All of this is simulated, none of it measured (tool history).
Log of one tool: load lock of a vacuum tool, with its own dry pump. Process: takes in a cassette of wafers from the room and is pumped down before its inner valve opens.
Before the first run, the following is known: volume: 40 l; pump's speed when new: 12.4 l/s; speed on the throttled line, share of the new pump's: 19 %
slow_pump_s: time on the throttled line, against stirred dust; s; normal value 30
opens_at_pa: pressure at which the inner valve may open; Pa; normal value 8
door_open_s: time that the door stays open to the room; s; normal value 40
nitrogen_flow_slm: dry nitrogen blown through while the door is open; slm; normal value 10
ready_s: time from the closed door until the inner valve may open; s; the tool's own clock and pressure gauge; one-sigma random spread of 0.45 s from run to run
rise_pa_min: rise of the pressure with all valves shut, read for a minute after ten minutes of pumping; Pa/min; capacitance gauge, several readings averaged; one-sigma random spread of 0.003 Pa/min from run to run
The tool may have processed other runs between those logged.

run,hour,slow_pump_s,opens_at_pa,door_open_s,nitrogen_flow_slm,"incoming humidity of the room's air, %",ready_s,rise_pa_min
1,0,30,8,40,10,47.5,55.1,0.066
2,200.2,30,8,40,10,42.7,56.1,0.069
3,419.7,30,8,40,10,44.1,55.9,0.072
4,577.8,30,8,40,10,42.6,55.2,0.075
5,792.6,30,8,40,10,42.6,55.6,0.075
6,1066.8,30,8,40,10,41.1,56.2,0.074
7,1343,30,10,40,10,45.1,55.9,0.081
8,1484.6,30,10,40,10,43.9,55.1,0.078
9,1609.3,30,8,40,10,45.1,55.4,0.087
10,1844.9,30,8,40,10,44.2,56.8,0.082
11,2125.6,30,8,40,10,42.4,55.7,0.088
12,2290.9,30,8,40,10,47,56,0.089
13,2457.2,30,8,40,10,43,56.6,0.088
14,2692.1,30,8,40,10,45.9,56.2,0.094
15,2824.6,20,9,40,4,45.9,47.9,0.105
16,2963.3,30,8,115,10,47.4,56,0.135
17,3153,30,8,182,9,45.7,56.7,0.167
18,3307.6,30,9,40,15,48,56.5,0.1
19,3543.5,30,9,40,15,45.5,55.7,0.097
20,3700.8,15,8,40,5,45.3,45,0.117
21,3962.2,32,6,87,7,42.5,58.9,0.138
22,4136.5,32,6,87,7,46.7,59,0.141
23,4322.1,32,6,87,7,47,59.1,0.15
24,4449.2,30,8,102,44,44.2,56.1,0.115
25,4694,30,8,102,44,42.9,56.4,0.118
26,4975.6,30,8,102,44,45.6,56.4,0.12
27,5227.7,30,8,102,44,44.4,56.6,0.122
28,5392.5,43,8,40,6,43.1,67.7,0.134

Predict each of these 3 candidate next runs independently; none follows another, all start after run 28:
A,5511.4,29,8,40,20,44.6,?,?
B,5511.4,30,8,172,10,45.6,?,?
C,5511.4,43,9,25,6,44.8,?,?

run,ready_s,rise_pa_min
A,56.4,0.128
B,56.4,0.191
C,66.2,0.122
Without the tool's unlogged condition, the same runs would have read:
run,ready_s,rise_pa_min
A,54.9,0.033
B,54.9,0.096
C,64.9,0.027
